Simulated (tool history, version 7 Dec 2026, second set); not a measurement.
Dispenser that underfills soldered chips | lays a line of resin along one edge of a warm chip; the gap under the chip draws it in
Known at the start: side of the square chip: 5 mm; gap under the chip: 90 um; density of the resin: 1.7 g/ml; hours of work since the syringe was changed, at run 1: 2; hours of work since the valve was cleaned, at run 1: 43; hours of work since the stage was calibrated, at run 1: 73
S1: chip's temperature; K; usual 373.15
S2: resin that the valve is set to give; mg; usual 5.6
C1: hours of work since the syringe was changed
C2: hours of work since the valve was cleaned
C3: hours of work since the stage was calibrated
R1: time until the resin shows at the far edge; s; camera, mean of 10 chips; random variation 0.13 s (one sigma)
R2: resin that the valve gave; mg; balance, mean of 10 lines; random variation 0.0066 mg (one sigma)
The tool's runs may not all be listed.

Run 1, hour 0: usual settings; C1 2; C2 43; C3 73. Result: R1 9.4 s, R2 5.498 mg.
Run 2, hour 3.5: usual settings; C1 5; C2 46; C3 75. Result: R1 9.8 s, R2 5.499 mg.
Run 3, hour 6.2: usual settings; C1 7; C2 48; C3 77. Result: R1 10.6 s, R2 5.492 mg.
At hour 6.8: new syringe of resin.
Run 4, hour 9.6: usual settings but S1 359.15 K; C1 2; C2 50; C3 80. Result: R1 14.7 s, R2 5.49 mg.
Run 5, hour 12.7: usual settings but S1 385.15 K; C1 5; C2 53; C3 82. Result: R1 6.8 s, R2 5.491 mg.
At hour 16.3: new syringe of resin.
Run 6, hour 16.9: usual settings but S1 376.15 K; C1 0; C2 56; C3 85. Result: R1 8.1 s, R2 5.475 mg.
At hour 20.3: dispensing valve cleaned and set on the balance.
Run 7, hour 21.9: usual settings but S1 385.15 K; C1 4; C2 1; C3 88. Result: R1 6.8 s, R2 5.58 mg.
Run 8, hour 24.6: usual settings but S1 385.15 K; C1 6; C2 3; C3 91. Result: R1 7.1 s, R2 5.589 mg.
At hour 26.9: new syringe of resin.
Run 9, hour 29: usual settings but S1 385.15 K, S2 4.89 mg; C1 2; C2 7; C3 94. Result: R1 6.2 s, R2 4.867 mg.
Run 10, hour 31.8: usual settings but S1 385.15 K, S2 5.52 mg; C1 4; C2 9; C3 96. Result: R1 6.8 s, R2 5.498 mg.
At hour 36.7: new syringe of resin.
Run 11, hour 36.7: usual settings but S1 385.15 K, S2 5.52 mg; C1 0; C2 12; C3 99. Result: R1 6.1 s, R2 5.494 mg.
Run 12, hour 39.8: usual settings but S1 385.15 K, S2 5.52 mg; C1 2; C2 15; C3 102. Result: R1 6.4 s, R2 5.483 mg.
Run 13, hour 44.3: usual settings; C1 6; C2 18; C3 105. Result: R1 10.4 s, R2 5.555 mg.
At hour 46.2: new syringe of resin.
Run 14, hour 46.7: usual settings; C1 0; C2 20; C3 107. Result: R1 8.7 s, R2 5.534 mg.
Run 15, hour 50.6: usual settings; C1 3; C2 23; C3 110. Result: R1 9.6 s, R2 5.54 mg.
Run 16, hour 53.8: usual settings; C1 6; C2 25; C3 113. Result: R1 10.5 s, R2 5.544 mg.
At hour 55.8: new syringe of resin.
Run 17, hour 56.7: usual settings; C1 1; C2 27; C3 115. Result: R1 8.7 s, R2 5.536 mg.
Run 18, hour 59: usual settings; C1 2; C2 29; C3 116. Result: R1 9.3 s, R2 5.529 mg.
Run 19, hour 63.3: usual settings; C1 6; C2 33; C3 120. Result: R1 10.1 s, R2 5.521 mg.
At hour 65.3: new syringe of resin.
Run 20, hour 68.3: usual settings; C1 2; C2 36; C3 123. Result: R1 9.4 s, R2 5.522 mg.
Run 21, hour 71.2: usual settings but S1 371.15 K, S2 5.11 mg; C1 5; C2 38; C3 126. Result: R1 10.8 s, R2 5.033 mg.
Run 22, hour 74.4: usual settings but S1 371.15 K, S2 5.11 mg; C1 7; C2 41; C3 128. Result: R1 11.8 s, R2 5.034 mg.
At hour 74.9: new syringe of resin.
Run 23, hour 76.8: usual settings but S1 369.15 K, S2 5.72 mg; C1 1; C2 43; C3 130. Result: R1 10.5 s, R2 5.624 mg.
Run 24, hour 80.4: usual settings but S1 369.15 K, S2 4.93 mg; C1 4; C2 45; C3 133. Result: R1 11.7 s, R2 4.847 mg.
At hour 84.5: new syringe of resin.
Run 25, hour 84.7: usual settings but S1 368.15 K, S2 6.09 mg; C1 0; C2 48; C3 136. Result: R1 10 s, R2 5.968 mg.
Run 26, hour 88.5: usual settings but S1 383.15 K, S2 4.8 mg; C1 3; C2 51; C3 139. Result: R1 7.2 s, R2 4.706 mg.
Run 27, hour 92.3: usual settings but S1 381.15 K, S2 5.8 mg; C1 6; C2 54; C3 141. Result: R1 8 s, R2 5.673 mg.
At hour 93.9: new syringe of resin.
Run 28, hour 95.1: usual settings but S1 370.15 K, S2 6.04 mg; C1 1; C2 56; C3 143. Result: R1 9.5 s, R2 5.909 mg.
At hour 97.4: dispensing valve cleaned and set on the balance.
Run 29, hour 98.7: usual settings but S1 370.15 K, S2 6.04 mg; C1 3; C2 1; C3 145. Result: R1 10.1 s, R2 6.03 mg.
Run 30, hour 100.8: usual settings but S1 370.15 K, S2 6.04 mg; C1 5; C2 3; C3 147. Result: R1 10.7 s, R2 6.033 mg.
At hour 104.4: new syringe of resin.
Run 31, hour 105.7: usual settings but S1 370.15 K, S2 6.04 mg; C1 1; C2 6; C3 151. Result: R1 9.5 s, R2 6.023 mg.
Run 32, hour 108.6: usual settings but S1 370.15 K, S2 6.39 mg; C1 3; C2 8; C3 153. Result: R1 10.1 s, R2 6.371 mg.
Run 33, hour 113.3: usual settings but S1 364.15 K, S2 5.5 mg; C1 7; C2 12; C3 157. Result: R1 14 s, R2 5.472 mg.
At hour 113.9: new syringe of resin.
Run 34, hour 117.8: usual settings but S1 364.15 K, S2 5.5 mg; C1 3; C2 15; C3 160. Result: R1 12.3 s, R2 5.47 mg.
Run 35, hour 122.3: usual settings but S1 384.15 K, S2 6.15 mg; C1 7; C2 19; C3 163. Result: R1 7.2 s, R2 6.11 mg.
At hour 123.4: new syringe of resin.
Run 36, hour 125.4: usual settings but S1 384.15 K, S2 6.15 mg; C1 1; C2 21; C3 166. Result: R1 6.3 s, R2 6.108 mg.
Run 37, hour 129: usual settings but S1 364.15 K, S2 6.14 mg; C1 4; C2 24; C3 168. Result: R1 12.8 s, R2 6.081 mg.

How the hidden state differs across the entries between the runs, from the last listed run before each to the first after it:
Between runs 3 and 4: new syringe of resin (hour 6.8)
  resin's viscosity, % of fresh resin's: 122.8 -> 106.8; dose that the valve gives, % of what is set: 98.03 -> 97.94; true chip temperature over the reading, C: 0.33 -> 0.35
  measured less the result without the state, R1: +1.9 -> +0.8 s; R2: -0.11 -> -0.115 mg
Between runs 5 and 6: new syringe of resin (hour 16.3)
  resin's viscosity, % of fresh resin's: 115 -> 100.7; dose that the valve gives, % of what is set: 97.86 -> 97.74; true chip temperature over the reading, C: 0.37 -> 0.39
  measured less the result without the state, R1: +0.9 -> +0 s; R2: -0.12 -> -0.127 mg
Between runs 6 and 7: dispensing valve cleaned and set on the balance (hour 20.3)
  resin's viscosity, % of fresh resin's: 100.7 -> 110.8; dose that the valve gives, % of what is set: 97.74 -> 99.83; true chip temperature over the reading, C: 0.39 -> 0.41
  measured less the result without the state, R1: +0 -> +0.6 s; R2: -0.127 -> -0.009 mg
Between runs 8 and 9: new syringe of resin (hour 26.9)
  resin's viscosity, % of fresh resin's: 118.1 -> 104.5; dose that the valve gives, % of what is set: 99.75 -> 99.62; true chip temperature over the reading, C: 0.43 -> 0.46
  measured less the result without the state, R1: +1 -> +0.2 s; R2: -0.014 -> -0.019 mg
Between runs 10 and 11: new syringe of resin (hour 36.7)
  resin's viscosity, % of fresh resin's: 111.7 -> 101.3; dose that the valve gives, % of what is set: 99.54 -> 99.4; true chip temperature over the reading, C: 0.47 -> 0.5
  measured less the result without the state, R1: +0.6 -> +0 s; R2: -0.026 -> -0.033 mg
Between runs 13 and 14: new syringe of resin (hour 46.2)
  resin's viscosity, % of fresh resin's: 121.4 -> 102.1; dose that the valve gives, % of what is set: 99.19 -> 99.13; true chip temperature over the reading, C: 0.54 -> 0.55
  measured less the result without the state, R1: +1.7 -> +0.1 s; R2: -0.045 -> -0.049 mg
Between runs 16 and 17: new syringe of resin (hour 55.8)
  resin's viscosity, % of fresh resin's: 120.6 -> 101.3; dose that the valve gives, % of what is set: 98.94 -> 98.87; true chip temperature over the reading, C: 0.6 -> 0.61
  measured less the result without the state, R1: +1.6 -> +0 s; R2: -0.059 -> -0.063 mg
Between runs 19 and 20: new syringe of resin (hour 65.3)
  resin's viscosity, % of fresh resin's: 118.6 -> 110.4; dose that the valve gives, % of what is set: 98.68 -> 98.54; true chip temperature over the reading, C: 0.65 -> 0.68
  measured less the result without the state, R1: +1.4 -> +0.7 s; R2: -0.074 -> -0.081 mg
Between runs 22 and 23: new syringe of resin (hour 74.9)
  resin's viscosity, % of fresh resin's: 127.5 -> 106.4; dose that the valve gives, % of what is set: 98.38 -> 98.31; true chip temperature over the reading, C: 0.71 -> 0.73
  measured less the result without the state, R1: +2.4 -> +0.5 s; R2: -0.083 -> -0.096 mg
Between runs 24 and 25: new syringe of resin (hour 84.5)
  resin's viscosity, % of fresh resin's: 116 -> 100.7; dose that the valve gives, % of what is set: 98.21 -> 98.1; true chip temperature over the reading, C: 0.75 -> 0.77
  measured less the result without the state, R1: +1.4 -> -0.1 s; R2: -0.088 -> -0.116 mg
Between runs 27 and 28: new syringe of resin (hour 93.9)
  resin's viscosity, % of fresh resin's: 120.5 -> 103.9; dose that the valve gives, % of what is set: 97.88 -> 97.81; true chip temperature over the reading, C: 0.82 -> 0.83
  measured less the result without the state, R1: +1.2 -> +0.1 s; R2: -0.123 -> -0.133 mg
Between runs 28 and 29: dispensing valve cleaned and set on the balance (hour 97.4)
  resin's viscosity, % of fresh resin's: 103.9 -> 110.4; dose that the valve gives, % of what is set: 97.81 -> 99.99; true chip temperature over the reading, C: 0.83 -> 0.85
  measured less the result without the state, R1: +0.1 -> +0.7 s; R2: -0.133 -> -0.001 mg
Between runs 30 and 31: new syringe of resin (hour 104.4)
  resin's viscosity, % of fresh resin's: 116.3 -> 102.1; dose that the valve gives, % of what is set: 99.93 -> 99.8; true chip temperature over the reading, C: 0.86 -> 0.89
  measured less the result without the state, R1: +1.2 -> -0.1 s; R2: -0.004 -> -0.011 mg
Between runs 33 and 34: new syringe of resin (hour 113.9)
  resin's viscosity, % of fresh resin's: 122.4 -> 109.2; dose that the valve gives, % of what is set: 99.59 -> 99.47; true chip temperature over the reading, C: 0.93 -> 0.96
  measured less the result without the state, R1: +2.2 -> +0.7 s; R2: -0.023 -> -0.029 mg
Between runs 35 and 36: new syringe of resin (hour 123.4)
  resin's viscosity, % of fresh resin's: 121.4 -> 104.2; dose that the valve gives, % of what is set: 99.35 -> 99.27; true chip temperature over the reading, C: 0.98 -> 1
  measured less the result without the state, R1: +1.1 -> +0.1 s; R2: -0.039 -> -0.044 mg

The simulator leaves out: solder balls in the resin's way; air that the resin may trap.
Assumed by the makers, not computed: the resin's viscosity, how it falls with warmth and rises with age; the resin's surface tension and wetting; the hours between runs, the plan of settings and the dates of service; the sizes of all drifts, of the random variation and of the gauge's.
